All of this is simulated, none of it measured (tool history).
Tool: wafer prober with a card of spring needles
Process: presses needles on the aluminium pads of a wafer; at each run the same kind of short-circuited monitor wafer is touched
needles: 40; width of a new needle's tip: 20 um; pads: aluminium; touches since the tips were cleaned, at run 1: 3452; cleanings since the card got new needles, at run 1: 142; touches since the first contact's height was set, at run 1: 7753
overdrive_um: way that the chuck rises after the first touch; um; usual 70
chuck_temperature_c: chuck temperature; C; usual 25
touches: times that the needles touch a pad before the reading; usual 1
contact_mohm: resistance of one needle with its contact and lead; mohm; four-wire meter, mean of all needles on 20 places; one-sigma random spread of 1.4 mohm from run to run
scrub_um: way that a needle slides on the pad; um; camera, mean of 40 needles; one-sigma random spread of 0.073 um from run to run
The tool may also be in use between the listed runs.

run,hour,overdrive_um,chuck_temperature_c,touches,touches since the tips were cleaned,cleanings since the card got new needles,touches since the first contact's height was set,contact_mohm,scrub_um
1,0.0,70,25,1,3452,142,7753,341,11.31
# hour 1.7: tips cleaned on abrasive film
# hour 10.0: tips cleaned on abrasive film
# hour 16.6: tips cleaned on abrasive film
# hour 24.8: tips cleaned on abrasive film
# hour 31.4: tips cleaned on abrasive film
# hour 39.7: tips cleaned on abrasive film
# hour 47.9: tips cleaned on abrasive film
# hour 56.2: tips cleaned on abrasive film
2,58.1,70,25,1,1281,150,45597,244,11.28
# hour 63.1: tips cleaned on abrasive film
# hour 71.3: tips cleaned on abrasive film
# hour 77.9: tips cleaned on abrasive film
# hour 84.5: tips cleaned on abrasive film
# hour 92.8: tips cleaned on abrasive film
# hour 101.0: tips cleaned on abrasive film
# hour 107.6: tips cleaned on abrasive film
3,111.8,75,25,1,2732,157,80591,288,11.81
# hour 115.1: tips cleaned on abrasive film
# hour 121.7: tips cleaned on abrasive film
# hour 130.0: tips cleaned on abrasive film
# hour 138.2: tips cleaned on abrasive film
# hour 146.5: tips cleaned on abrasive film
# hour 154.7: tips cleaned on abrasive film
# hour 161.3: tips cleaned on abrasive film
4,165.4,75,25,1,2721,164,115573,298,11.59
# hour 168.8: tips cleaned on abrasive film
# hour 177.0: tips cleaned on abrasive film
# hour 185.3: tips cleaned on abrasive film
# hour 193.5: tips cleaned on abrasive film
# hour 201.7: tips cleaned on abrasive film
# hour 205.3: height of the first contact set anew
# hour 208.6: tips cleaned on abrasive film
# hour 216.9: tips cleaned on abrasive film
# hour 225.1: tips cleaned on abrasive film
# hour 232.7: tips cleaned on abrasive film
5,232.7,70,25,1,0,173,17838,155,11.30
# hour 240.9: tips cleaned on abrasive film
# hour 247.5: tips cleaned on abrasive film
# hour 254.2: tips cleaned on abrasive film
# hour 262.4: tips cleaned on abrasive film
# hour 269.0: tips cleaned on abrasive film
# hour 277.3: tips cleaned on abrasive film
# hour 285.5: tips cleaned on abrasive film
6,286.6,70,25,1,706,180,52956,212,11.16
# hour 293.2: tips cleaned on abrasive film
# hour 301.4: tips cleaned on abrasive film
# hour 309.7: tips cleaned on abrasive film
# hour 321.7: card fitted with new needles
# hour 329.9: tips cleaned on abrasive film
# hour 338.1: tips cleaned on abrasive film
7,342.4,78,25,1,2820,2,13574,212,12.60
# hour 345.8: tips cleaned on abrasive film
# hour 354.0: tips cleaned on abrasive film
# hour 362.2: tips cleaned on abrasive film
# hour 368.8: tips cleaned on abrasive film
# hour 377.1: tips cleaned on abrasive film
# hour 383.7: tips cleaned on abrasive film
8,384.8,70,86,1,716,8,41174,170,11.19
# hour 391.4: tips cleaned on abrasive film
# hour 398.0: tips cleaned on abrasive film
# hour 406.2: tips cleaned on abrasive film
# hour 414.5: tips cleaned on abrasive film
# hour 422.7: tips cleaned on abrasive film
# hour 431.0: tips cleaned on abrasive film
9,432.2,70,86,1,794,14,72079,175,11.06
# hour 438.8: tips cleaned on abrasive film
# hour 447.0: tips cleaned on abrasive film
# hour 453.6: tips cleaned on abrasive film
# hour 461.9: tips cleaned on abrasive film
# hour 468.5: tips cleaned on abrasive film
10,472.8,70,86,1,2847,19,98585,262,11.09
# hour 476.1: tips cleaned on abrasive film
# hour 484.4: tips cleaned on abrasive film
# hour 492.6: tips cleaned on abrasive film
# hour 499.2: tips cleaned on abrasive film
# hour 507.5: tips cleaned on abrasive film
# hour 514.1: tips cleaned on abrasive film
# hour 522.3: tips cleaned on abrasive film
11,528.7,70,86,1,4215,26,135062,286,10.78
# hour 530.4: tips cleaned on abrasive film
# hour 537.1: tips cleaned on abrasive film
# hour 539.0: height of the first contact set anew
# hour 545.6: tips cleaned on abrasive film
# hour 552.2: tips cleaned on abrasive film
# hour 558.8: tips cleaned on abrasive film
# hour 567.1: tips cleaned on abrasive film
# hour 573.7: tips cleaned on abrasive film
12,574.8,70,86,1,777,33,23361,173,11.28
# hour 581.5: tips cleaned on abrasive film
# hour 588.1: tips cleaned on abrasive film
# hour 596.3: tips cleaned on abrasive film
# hour 602.9: tips cleaned on abrasive film
13,604.6,70,86,1,1083,37,42726,199,11.08
# hour 611.1: tips cleaned on abrasive film
# hour 617.7: tips cleaned on abrasive film
# hour 624.4: tips cleaned on abrasive film
# hour 632.6: tips cleaned on abrasive film
# hour 640.8: tips cleaned on abrasive film
# hour 647.5: tips cleaned on abrasive film
14,651.0,70,86,1,2354,43,73018,259,11.00
# hour 654.4: tips cleaned on abrasive film
# hour 661.0: tips cleaned on abrasive film
# hour 667.6: tips cleaned on abrasive film
# hour 675.8: tips cleaned on abrasive film
# hour 682.4: tips cleaned on abrasive film
# hour 690.7: tips cleaned on abrasive film
# hour 697.3: tips cleaned on abrasive film
# hour 705.5: tips cleaned on abrasive film
15,709.0,61,25,2,2296,51,110802,239,9.25
# hour 712.4: tips cleaned on abrasive film
# hour 719.0: tips cleaned on abrasive film
# hour 727.2: tips cleaned on abrasive film
# hour 733.8: tips cleaned on abrasive film
16,740.2,89,25,3,4238,55,131167,161,13.96
# hour 742.0: tips cleaned on abrasive film
# hour 748.6: tips cleaned on abrasive film
# hour 756.8: tips cleaned on abrasive film
# hour 757.1: height of the first contact set anew
# hour 765.4: tips cleaned on abrasive film
# hour 773.6: tips cleaned on abrasive film
# hour 780.2: tips cleaned on abrasive film
# hour 788.5: tips cleaned on abrasive film
17,791.4,67,46,1,1919,62,22351,258,10.89
# hour 796.3: tips cleaned on abrasive film
# hour 804.6: tips cleaned on abrasive film
# hour 812.8: tips cleaned on abrasive film
# hour 819.4: tips cleaned on abrasive film
# hour 826.0: tips cleaned on abrasive film
# hour 833.1: tips cleaned on abrasive film
18,833.1,67,46,1,0,68,49530,139,10.71
# hour 841.3: tips cleaned on abrasive film
# hour 848.0: tips cleaned on abrasive film
# hour 856.2: tips cleaned on abrasive film
# hour 862.8: tips cleaned on abrasive film
# hour 869.4: tips cleaned on abrasive film
19,873.6,67,46,1,2755,73,75944,294,10.66
# hour 877.0: tips cleaned on abrasive film
# hour 885.2: tips cleaned on abrasive film
# hour 893.4: tips cleaned on abrasive film
# hour 901.7: tips cleaned on abrasive film
# hour 908.3: tips cleaned on abrasive film
20,911.5,83,112,1,2139,78,100668,211,13.08
# hour 916.5: tips cleaned on abrasive film
# hour 923.1: tips cleaned on abrasive film
# hour 931.4: tips cleaned on abrasive film
# hour 938.0: tips cleaned on abrasive film
21,944.3,70,66,2,4212,82,122087,241,10.85
# hour 946.1: tips cleaned on abrasive film
# hour 952.7: tips cleaned on abrasive film
# hour 960.9: tips cleaned on abrasive film
# hour 967.5: tips cleaned on abrasive film
# hour 974.3: height of the first contact set anew
# hour 976.1: tips cleaned on abrasive film
# hour 982.7: tips cleaned on abrasive film
# hour 990.9: tips cleaned on abrasive film
# hour 999.2: tips cleaned on abrasive film
22,1004.8,75,66,2,3722,90,19853,224,11.98
# hour 1006.5: tips cleaned on abrasive film
# hour 1013.1: tips cleaned on abrasive film
# hour 1021.4: tips cleaned on abrasive film
# hour 1029.6: tips cleaned on abrasive film
# hour 1037.9: tips cleaned on abrasive film
# hour 1046.1: tips cleaned on abrasive film
# hour 1054.3: tips cleaned on abrasive film
# hour 1061.0: tips cleaned on abrasive film
# hour 1067.6: tips cleaned on abrasive film
# hour 1074.4: tips cleaned on abrasive film
23,1074.4,85,57,1,0,100,65141,131,13.41

Below are 3 alternative next runs, each starting from the tool's condition after run 23. Predict each:
# hour 1081.0: tips cleaned on abrasive film
# hour 1089.2: tips cleaned on abrasive film
# hour 1097.5: tips cleaned on abrasive film
# hour 1104.1: tips cleaned on abrasive film
# hour 1112.3: tips cleaned on abrasive film
# hour 1118.9: tips cleaned on abrasive film
# hour 1127.2: tips cleaned on abrasive film
A,1130.3,82,57,1,2064,107,101620,?,?
# hour 1081.0: tips cleaned on abrasive film
# hour 1089.2: tips cleaned on abrasive film
# hour 1097.5: tips cleaned on abrasive film
# hour 1104.1: tips cleaned on abrasive film
# hour 1112.3: tips cleaned on abrasive film
# hour 1118.9: tips cleaned on abrasive film
# hour 1127.2: tips cleaned on abrasive film
B,1130.3,87,60,2,2064,107,101620,?,?
# hour 1081.0: tips cleaned on abrasive film
# hour 1089.2: tips cleaned on abrasive film
# hour 1097.5: tips cleaned on abrasive film
# hour 1104.1: tips cleaned on abrasive film
# hour 1112.3: tips cleaned on abrasive film
# hour 1118.9: tips cleaned on abrasive film
# hour 1127.2: tips cleaned on abrasive film
C,1130.3,85,31,3,2064,107,101620,?,?

run,contact_mohm,scrub_um
A,221,12.88
B,176,13.74
C,152,13.31
Had the tool no hidden state, the same runs would have come out as:
run,contact_mohm,scrub_um
A,121,13.28
B,121,14.13
C,115,13.70
